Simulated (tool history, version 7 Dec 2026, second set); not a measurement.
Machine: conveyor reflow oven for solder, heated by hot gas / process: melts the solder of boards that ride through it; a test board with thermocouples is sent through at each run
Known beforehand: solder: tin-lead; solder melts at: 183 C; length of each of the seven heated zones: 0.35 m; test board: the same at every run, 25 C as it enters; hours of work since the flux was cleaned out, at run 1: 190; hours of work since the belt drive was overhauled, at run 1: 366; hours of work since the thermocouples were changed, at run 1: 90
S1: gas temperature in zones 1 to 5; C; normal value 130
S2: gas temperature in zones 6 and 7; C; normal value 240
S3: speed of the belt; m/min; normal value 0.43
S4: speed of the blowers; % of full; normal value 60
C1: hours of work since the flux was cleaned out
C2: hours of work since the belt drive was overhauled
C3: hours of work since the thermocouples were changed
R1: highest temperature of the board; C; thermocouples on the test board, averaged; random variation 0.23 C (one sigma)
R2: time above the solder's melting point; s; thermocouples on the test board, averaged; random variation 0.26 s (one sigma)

run   hour   S1   S2     S3  S4   C1   C2   C3     R1    R2
  1      0  130  240   0.43  60  190  366   90  215.4  67.3
  2   11.9  130  240   0.43  60  196  372   96  215.2  66.6
  3   22.3  130  240   0.43  60  200  376  101  214.9  66.1
  4   36.8  130  240   0.43  60  207  383  107  215.6  66.6
  5   43.8  130  240   0.43  60  210  386  110  215.2  66.7
  6   58.1  130  240   0.43  60  217  393  117  215.2  66.7
      64.9  -- flux residue cleaned out of gas plates and filters
  7   69.7  130  240   0.43  60    2  396  120  216.5  67.9
  8   82.7  130  240   0.43  60    8  402  126    216  67.9
  9   97.2  130  240  0.492  60   15  409  133  209.9  52.2
 10  109.5  130  240  0.492  60   21  414  138  210.6  52.3
 11    117  130  240   0.43  60   24  418  142    216  67.5
 12  124.5  130  240   0.43  60   27  421  145  216.3  67.7
 13  135.6  130  240   0.43  60   33  426  150  216.4  67.8
 14    149  130  240   0.43  60   39  433  157  216.1  68.1
 15  157.4  130  240   0.43  60   43  436  160  215.7  67.7
 16  172.3  117  229   0.43  60   49  443  167  203.6  47.3
 17  182.9  137  239  0.373  62   54  448  172  222.1  89.9
 18  189.9  120  251   0.43  60   57  451  175  223.1  70.3
 19  205.6  120  254   0.43  60   65  459  183  225.4  73.6
 20  213.9  120  234  0.352  53   69  462  186  213.7  76.4
 21  224.9  120  240  0.516  53   74  467  191  200.6    34
 22  235.3  120  240  0.516  53   78  472  196    201  33.9
 23  242.6  133  240   0.43  55   82  476  200  214.5  66.9
 24  252.3  133  240   0.43  55   86  480  204  214.4  67.2
 25  263.3  131  240  0.381  78   91  485  209  225.4  90.1
 26  275.1  131  240  0.381  78   97  490  215  225.7  89.3
 27  283.6  130  241  0.367  60  101  494  218  222.6  88.4
 28  294.1  132  240   0.43  60  105  499  223  216.3  68.3
 29  300.5  135  243   0.43  68  108  502  226    222  76.4
 30  308.8  135  243   0.43  68  112  506  230  222.4  75.9

Branching from run 30: 5 alternative next runs. What would each branch give?
  A  319.5  135  254  0.43  68  117  511  235   ?   ?
  B  319.5  143  245  0.43  51  117  511  235   ?   ?
  C  319.5  117  243  0.43  68  117  511  235   ?   ?
  D  319.5  124  243  0.43  68  117  511  235   ?   ?
  E  319.5  136  242  0.43  50  117  511  235   ?   ?

run     R1    R2
  A  231.3  84.7
  B  218.7  76.3
  C  218.7  66.6
  D  219.8  69.9
  E  214.5  67.5
Take away the tool's hidden state, keep each run's random variation, and the runs would have read:
run     R1    R2
  A  232.5  84.9
  B  219.8  76.7
  C    220  67.4
  D    221  70.5
  E  215.5  68.1

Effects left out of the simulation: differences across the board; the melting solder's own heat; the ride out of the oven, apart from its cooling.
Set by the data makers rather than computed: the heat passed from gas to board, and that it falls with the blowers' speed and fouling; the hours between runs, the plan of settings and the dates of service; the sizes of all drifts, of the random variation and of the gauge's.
